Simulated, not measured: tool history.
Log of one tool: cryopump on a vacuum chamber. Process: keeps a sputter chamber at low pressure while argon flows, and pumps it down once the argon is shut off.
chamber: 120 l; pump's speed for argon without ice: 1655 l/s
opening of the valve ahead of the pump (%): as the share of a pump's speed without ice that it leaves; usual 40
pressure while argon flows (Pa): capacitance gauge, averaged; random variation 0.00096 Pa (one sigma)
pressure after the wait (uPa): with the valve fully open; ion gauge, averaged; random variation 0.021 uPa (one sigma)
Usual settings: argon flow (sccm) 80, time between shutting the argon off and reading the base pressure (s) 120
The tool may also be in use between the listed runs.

run    day  argon flow (sccm)  time between shutting the argon off and reading the base pressure (s)  opening of the valve ahead of the pump (%)  pressure while argon flows (Pa)  pressure after the wait (uPa)
  1      0                 80                                                                    120                                          40                           0.2047                           1.04
  2  0.721                 80                                                                    120                                          40                           0.2064                           1.08
  3  1.404                 80                                                                    120                                          40                           0.2085                           1.05
  4  2.033                 80                                                                    120                                          49                           0.1707                           1.09
  5  2.712                 80                                                                    120                                          49                           0.1706                            1.1
  6  3.025                 80                                                                    120                                          49                           0.1706                           1.12
  7  3.638                 80                                                                    120                                          25                             0.33                            1.1
  8  4.288                 80                                                                    120                                          25                           0.3311                           1.13
  9  4.783                 80                                                                    120                                          25                           0.3341                           1.09
 10  5.242                 80                                                                    120                                          40                           0.2082                           1.14
 11  5.925                 80                                                                    120                                          17                           0.4868                           1.18
 12  6.425                 37                                                                    120                                          40                           0.0958                           1.18
 13  7.121                 37                                                                    120                                          40                           0.0972                           1.16
 14  7.546                 37                                                                    120                                          40                           0.0963                           1.18
 15  8.192                 80                                                                    120                                          36                           0.2322                           1.17
 16  8.621                 80                                                                    120                                          34                            0.246                            1.2

Forecast run 17:
 17  8.933                 80                                                                    208                                          40                                ?                              ?

pressure while argon flows (Pa): 0.2115
pressure after the wait (uPa): 1.16
Without the tool's hidden state the same run would have given pressure while argon flows (Pa) 0.2052, pressure after the wait (uPa) 0.33.

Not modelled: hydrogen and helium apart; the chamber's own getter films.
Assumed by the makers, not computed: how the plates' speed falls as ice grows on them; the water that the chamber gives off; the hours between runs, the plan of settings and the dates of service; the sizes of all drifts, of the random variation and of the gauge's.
